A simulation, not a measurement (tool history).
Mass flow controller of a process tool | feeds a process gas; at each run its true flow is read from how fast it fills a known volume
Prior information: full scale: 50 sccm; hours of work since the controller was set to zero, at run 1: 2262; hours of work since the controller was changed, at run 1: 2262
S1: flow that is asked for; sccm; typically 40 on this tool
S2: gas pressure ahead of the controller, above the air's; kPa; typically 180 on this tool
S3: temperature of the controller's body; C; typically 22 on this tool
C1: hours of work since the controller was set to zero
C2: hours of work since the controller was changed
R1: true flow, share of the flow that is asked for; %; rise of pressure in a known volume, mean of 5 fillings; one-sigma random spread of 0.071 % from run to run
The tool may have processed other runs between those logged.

Run 1, day 0.000: usual settings; C1 2262; C2 2262. Result: R1 99.11 %.
Run 2, day 3.092: usual settings; C1 2319; C2 2319. Result: R1 99.08 %.
Run 3, day 7.779: usual settings; C1 2407; C2 2407. Result: R1 98.99 %.
Run 4, day 12.429: usual settings but S1 7 sccm; C1 2493; C2 2493. Result: R1 95.38 %.
Run 5, day 15.875: usual settings but S3 26 C; C1 2557; C2 2557. Result: R1 98.59 %.
Run 6, day 19.425: usual settings but S3 30 C; C1 2623; C2 2623. Result: R1 98.19 %.
Run 7, day 24.254: usual settings but S3 30 C; C1 2713; C2 2713. Result: R1 98.18 %.
Run 8, day 27.454: usual settings but S3 30 C; C1 2773; C2 2773. Result: R1 98.12 %.
Run 9, day 31.679: usual settings but S3 30 C; C1 2852; C2 2852. Result: R1 98.10 %.
Run 10, day 35.125: usual settings; C1 2916; C2 2916. Result: R1 99.01 %.
Run 11, day 39.921: usual settings; C1 3005; C2 3005. Result: R1 98.96 %.
Run 12, day 44.771: usual settings; C1 3095; C2 3095. Result: R1 99.01 %.
Run 13, day 49.846: usual settings; C1 3190; C2 3190. Result: R1 98.95 %.
Run 14, day 54.108: usual settings; C1 3269; C2 3269. Result: R1 98.92 %.
Run 15, day 58.908: usual settings; C1 3359; C2 3359. Result: R1 98.83 %.
Run 16, day 62.117: usual settings; C1 3419; C2 3419. Result: R1 98.98 %.
Run 17, day 64.679: usual settings; C1 3466; C2 3466. Result: R1 98.73 %.
Run 18, day 67.112: usual settings; C1 3512; C2 3512. Result: R1 98.87 %.
Run 19, day 70.662: usual settings but S1 19 sccm, S2 274 kPa; C1 3578; C2 3578. Result: R1 97.44 %.
Run 20, day 73.258: usual settings but S2 199 kPa; C1 3626; C2 3626. Result: R1 98.87 %.
Run 21, day 76.575: usual settings but S2 199 kPa; C1 3688; C2 3688. Result: R1 98.90 %.
Run 22, day 80.296: usual settings but S1 32 sccm, S2 205 kPa, S3 30 C; C1 3757; C2 3757. Result: R1 97.47 %.
Run 23, day 85.146: usual settings but S2 199 kPa, S3 40 C; C1 3847; C2 3847. Result: R1 96.90 %.
Run 24, day 87.246: usual settings but S1 8 sccm, S2 188 kPa, S3 21 C; C1 3887; C2 3887. Result: R1 94.61 %.
Run 25, day 90.562: usual settings but S1 18 sccm, S2 182 kPa, S3 33 C; C1 3948; C2 3948. Result: R1 95.65 %.
Run 26, day 94.079: usual settings but S1 25 sccm, S2 160 kPa; C1 4014; C2 4014. Result: R1 97.36 %.
Run 27, day 97.350: usual settings but S1 25 sccm, S2 160 kPa; C1 4075; C2 4075. Result: R1 97.37 %.
Run 28, day 100.667: usual settings but S1 25 sccm, S2 160 kPa; C1 4136; C2 4136. Result: R1 97.38 %.
Run 29, day 105.321: usual settings but S2 178 kPa, S3 26 C; C1 4223; C2 4223. Result: R1 98.12 %.
Run 30, day 108.121: usual settings but S1 14 sccm, S2 258 kPa, S3 23 C; C1 4275; C2 4275. Result: R1 96.18 %.
Run 31, day 110.271: usual settings but S1 14 sccm, S2 258 kPa, S3 23 C; C1 4315; C2 4315. Result: R1 96.14 %.
Run 32, day 114.733: usual settings but S1 24 sccm, S2 263 kPa, S3 35 C; C1 4398; C2 4398. Result: R1 96.15 %.
Run 33, day 119.246: usual settings but S1 33 sccm, S2 155 kPa, S3 38 C; C1 4483; C2 4483. Result: R1 96.24 %.

4 ways to go on from here, each from the tool as it stands after run 33. What would each give?
Run A, day 123.071: usual settings but S1 6 sccm, S2 155 kPa, S3 38 C; C1 4554; C2 4554. Result: R1 ?.
Run B, day 123.071: usual settings but S1 45 sccm, S2 230 kPa; C1 4554; C2 4554. Result: R1 ?.
Run C, day 123.071: usual settings but S1 23 sccm, S2 201 kPa; C1 4554; C2 4554. Result: R1 ?.
Run D, day 123.071: usual settings but S1 15 sccm, S2 208 kPa, S3 30 C; C1 4554; C2 4554. Result: R1 ?.

run     R1
  A  90.91
  B  99.14
  C  97.15
  D  95.23
What these runs would have given with no unlogged condition in the tool:
run      R1
  A   95.97
  B  100.13
  C   98.74
  D   97.47
